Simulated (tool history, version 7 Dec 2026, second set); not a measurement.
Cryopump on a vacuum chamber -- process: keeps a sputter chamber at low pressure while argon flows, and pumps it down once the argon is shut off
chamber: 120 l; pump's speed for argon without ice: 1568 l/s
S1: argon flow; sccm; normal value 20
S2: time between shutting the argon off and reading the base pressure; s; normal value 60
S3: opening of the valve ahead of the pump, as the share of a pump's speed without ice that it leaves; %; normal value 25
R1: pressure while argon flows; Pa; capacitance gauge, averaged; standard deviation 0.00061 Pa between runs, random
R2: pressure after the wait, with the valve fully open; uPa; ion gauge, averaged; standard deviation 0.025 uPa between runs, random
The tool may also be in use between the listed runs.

run,hour,S1,S2,S3,R1,R2
1,0.0,20,60,25,0.0911,3.59
2,80.5,20,60,25,0.0925,3.54
# hour 155.8: pump warmed up, emptied and cooled again
3,182.6,20,60,25,0.0869,3.00
4,261.1,20,60,25,0.0871,3.09
5,317.5,20,60,25,0.0868,3.14
6,415.7,20,60,25,0.0881,3.26
7,494.6,20,60,25,0.0867,3.16
8,589.8,20,60,45,0.0509,3.28
9,682.4,20,60,45,0.0505,3.37
10,732.8,20,60,45,0.0500,3.38
11,811.3,20,182,25,0.0881,2.90
12,904.2,20,26,25,0.0891,4.56
13,997.2,39,60,25,0.1759,3.59
14,1069.7,20,60,25,0.0909,3.67
15,1124.9,20,60,25,0.0908,3.68
16,1221.7,20,97,25,0.0910,3.68
17,1316.7,20,97,25,0.0916,3.54
18,1407.5,9,97,24,0.0433,3.54
19,1486.1,8,272,37,0.0253,3.41
20,1571.1,20,204,18,0.1263,3.59
21,1645.8,16,131,17,0.1077,3.82
# hour 1654.4: leaking fittings of the chamber tightened, without venting
22,1746.5,15,126,35,0.0521,0.66
23,1822.2,20,60,43,0.0578,1.18
# hour 1832.7: pump warmed up, emptied and cooled again
24,1897.4,27,283,33,0.0888,0.47
25,1970.9,26,159,16,0.1761,0.64
26,2042.3,13,77,18,0.0792,0.99
27,2120.5,15,60,28,0.0592,1.17
28,2197.9,15,60,28,0.0592,1.22
29,2271.4,15,60,28,0.0586,1.26
30,2368.6,11,78,28,0.0435,1.09
31,2447.7,11,78,28,0.0440,1.11
32,2516.2,31,212,30,0.1157,0.77
33,2600.0,39,35,16,0.2711,2.00

Each run again, without the hidden state but with its own random variation kept:
Hidden state present: pump's speed, % of a pump's without ice; cold plate's temperature, K; leak into the chamber, uPa l/s; drift of the gauge itself on working_pa, %; drift of the gauge itself on base_upa, %.
run,R1,R2
1,0.0846,1.03
2,0.0856,0.95
3,0.0863,0.96
4,0.0863,0.98
5,0.0858,0.99
6,0.0867,1.00
7,0.0850,0.96
8,0.0489,0.96
9,0.0481,0.96
10,0.0475,0.95
11,0.0852,0.43
12,0.0859,1.97
13,0.1689,0.97
14,0.0870,0.95
15,0.0866,0.95
16,0.0864,0.71
17,0.0865,0.62
18,0.0409,0.65
19,0.0229,0.36
20,0.1200,0.45
21,0.1023,0.57
22,0.0467,0.54
23,0.0500,1.00
24,0.0876,0.35
25,0.1747,0.50
26,0.0784,0.82
27,0.0580,0.96
28,0.0577,0.98
29,0.0569,0.98
30,0.0421,0.78
31,0.0424,0.76
32,0.1108,0.39
33,0.2642,1.57
